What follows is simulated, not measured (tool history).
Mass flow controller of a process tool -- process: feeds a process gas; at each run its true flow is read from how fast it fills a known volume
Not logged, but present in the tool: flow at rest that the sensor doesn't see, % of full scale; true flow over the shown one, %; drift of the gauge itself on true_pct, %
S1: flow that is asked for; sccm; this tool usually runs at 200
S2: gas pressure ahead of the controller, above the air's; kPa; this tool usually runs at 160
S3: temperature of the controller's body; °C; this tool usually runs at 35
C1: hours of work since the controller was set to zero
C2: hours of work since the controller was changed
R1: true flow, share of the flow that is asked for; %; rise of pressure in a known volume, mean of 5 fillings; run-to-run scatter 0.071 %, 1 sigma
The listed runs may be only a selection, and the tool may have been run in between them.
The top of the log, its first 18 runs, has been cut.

run 19 hour=1196.7 | S1=200 S2=258 S3=35 | C1=1256 C2=1256 | R1=99.52
run 20 hour=1247.3 | S1=158 S2=160 S3=35 | C1=1283 C2=1283 | R1=99.73
run 21 hour=1310.3 | S1=100 S2=160 S3=36 | C1=1317 C2=1317 | R1=99.72
run 22 hour=1399.4 | S1=100 S2=160 S3=36 | C1=1365 C2=1365 | R1=99.81
run 23 hour=1469.4 | S1=69 S2=164 S3=28 | C1=1403 C2=1403 | R1=99.27
run 24 hour=1520.9 | S1=69 S2=197 S3=38 | C1=1431 C2=1431 | R1=99.50
run 25 hour=1561.4 | S1=53 S2=209 S3=28 | C1=1452 C2=1452 | R1=99.10
run 26 hour=1613.0 | S1=176 S2=249 S3=27 | C1=1480 C2=1480 | R1=99.02
run 27 hour=1650.8 | S1=176 S2=249 S3=27 | C1=1501 C2=1501 | R1=99.14
run 28 hour=1722.6 | S1=176 S2=249 S3=27 | C1=1539 C2=1539 | R1=99.07
run 29 hour=1804.5 | S1=176 S2=184 S3=27 | C1=1583 C2=1583 | R1=99.54
run 30 hour=1868.4 | S1=109 S2=171 S3=30 | C1=1618 C2=1618 | R1=99.58
run 31 hour=1927.7 | S1=136 S2=171 S3=21 | C1=1650 C2=1650 | R1=99.33
run 32 hour=1990.9 | S1=163 S2=274 S3=28 | C1=1684 C2=1684 | R1=99.12
run 33 hour=2058.6 | S1=163 S2=274 S3=28 | C1=1720 C2=1720 | R1=98.95
run 34 hour=2101.7 | S1=229 S2=245 S3=28 | C1=1744 C2=1744 | R1=99.31
run 35 hour=2147.6 | S1=313 S2=206 S3=28 | C1=1768 C2=1768 | R1=99.67
run 36 hour=2220.3 | S1=333 S2=259 S3=21 | C1=1807 C2=1807 | R1=99.29
run 37 hour=2259.7 | S1=242 S2=170 S3=35 | C1=1829 C2=1829 | R1=99.88

For run 38, what comes out?
run 38 hour=2323.7 | S1=200 S2=160 S3=40 | C1=1863 C2=1863 | R1=?

{"run 38": {"R1": 100.03}}
Take away the tool's hidden state, keep the run-to-run variation as it was, and the same run would have given R1 100.03 %.
